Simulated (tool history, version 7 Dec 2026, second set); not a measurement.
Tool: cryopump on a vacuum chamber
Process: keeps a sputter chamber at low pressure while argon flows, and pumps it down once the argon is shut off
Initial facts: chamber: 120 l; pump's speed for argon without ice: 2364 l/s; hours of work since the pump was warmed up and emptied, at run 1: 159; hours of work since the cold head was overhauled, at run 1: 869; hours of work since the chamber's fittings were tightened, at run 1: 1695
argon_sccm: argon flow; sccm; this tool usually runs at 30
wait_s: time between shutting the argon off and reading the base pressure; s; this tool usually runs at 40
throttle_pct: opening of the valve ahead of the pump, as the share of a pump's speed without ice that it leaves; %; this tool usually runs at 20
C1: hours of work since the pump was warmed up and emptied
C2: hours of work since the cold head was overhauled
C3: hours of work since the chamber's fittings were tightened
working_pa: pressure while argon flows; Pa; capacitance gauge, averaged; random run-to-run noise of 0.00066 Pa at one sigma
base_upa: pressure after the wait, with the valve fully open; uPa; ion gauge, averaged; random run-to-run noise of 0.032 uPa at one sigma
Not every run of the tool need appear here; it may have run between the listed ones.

Run 1, hour 0: usual settings; C1 159; C2 869; C3 1695. Result: working_pa 0.109 Pa, base_upa 1.93 uPa.
Run 2, hour 32.9: usual settings; C1 179; C2 890; C3 1715. Result: working_pa 0.1091 Pa, base_upa 1.95 uPa.
Run 3, hour 67.2: usual settings; C1 201; C2 911; C3 1736. Result: working_pa 0.1087 Pa, base_upa 1.96 uPa.
Run 4, hour 100.2: usual settings; C1 221; C2 931; C3 1757. Result: working_pa 0.1098 Pa, base_upa 2 uPa.
Run 5, hour 132.6: usual settings; C1 241; C2 951; C3 1777. Result: working_pa 0.1087 Pa, base_upa 1.96 uPa.
Run 6, hour 168: usual settings; C1 263; C2 973; C3 1799. Result: working_pa 0.1101 Pa, base_upa 1.96 uPa.
Run 7, hour 220.2: usual settings; C1 295; C2 1005; C3 1831. Result: working_pa 0.1112 Pa, base_upa 2.06 uPa.
Run 8, hour 264.9: usual settings but argon_sccm 24 sccm, wait_s 23 s, throttle_pct 25 %; C1 323; C2 1033; C3 1858. Result: working_pa 0.0721 Pa, base_upa 3.17 uPa.
Run 9, hour 302.5: usual settings but argon_sccm 24 sccm, wait_s 23 s, throttle_pct 25 %; C1 346; C2 1056; C3 1882. Result: working_pa 0.072 Pa, base_upa 3.17 uPa.
Run 10, hour 341.8: usual settings but argon_sccm 12 sccm, wait_s 26 s, throttle_pct 24 %; C1 370; C2 1080; C3 1906. Result: working_pa 0.0373 Pa, base_upa 2.93 uPa.
Run 11, hour 391.8: usual settings but argon_sccm 59 sccm, wait_s 61 s, throttle_pct 41 %; C1 401; C2 1111; C3 1937. Result: working_pa 0.1107 Pa, base_upa 1.48 uPa.

What if the next run were any one of these 4? Each begins from the tool's condition after run 11:
Run A, hour 422.1: usual settings but argon_sccm 12 sccm; C1 420; C2 1130; C3 1955. Result: working_pa ?, base_upa ?.
Run B, hour 422.1: usual settings but wait_s 148 s; C1 420; C2 1130; C3 1955. Result: working_pa ?, base_upa ?.
Run C, hour 422.1: usual settings but argon_sccm 18 sccm, throttle_pct 28 %; C1 420; C2 1130; C3 1955. Result: working_pa ?, base_upa ?.
Run D, hour 422.1: usual settings but argon_sccm 35 sccm, wait_s 217 s, throttle_pct 51 %; C1 420; C2 1130; C3 1955. Result: working_pa ?, base_upa ?.

run  working_pa  base_upa
  A      0.0447      1.99
  B      0.1126       0.9
  C      0.0481      2.08
  D      0.0545      0.74
Had the tool no hidden state, the same runs would have come out as:
run  working_pa  base_upa
  A      0.0427      1.64
  B      0.1078      0.55
  C      0.0452      1.73
  D      0.0489      0.39
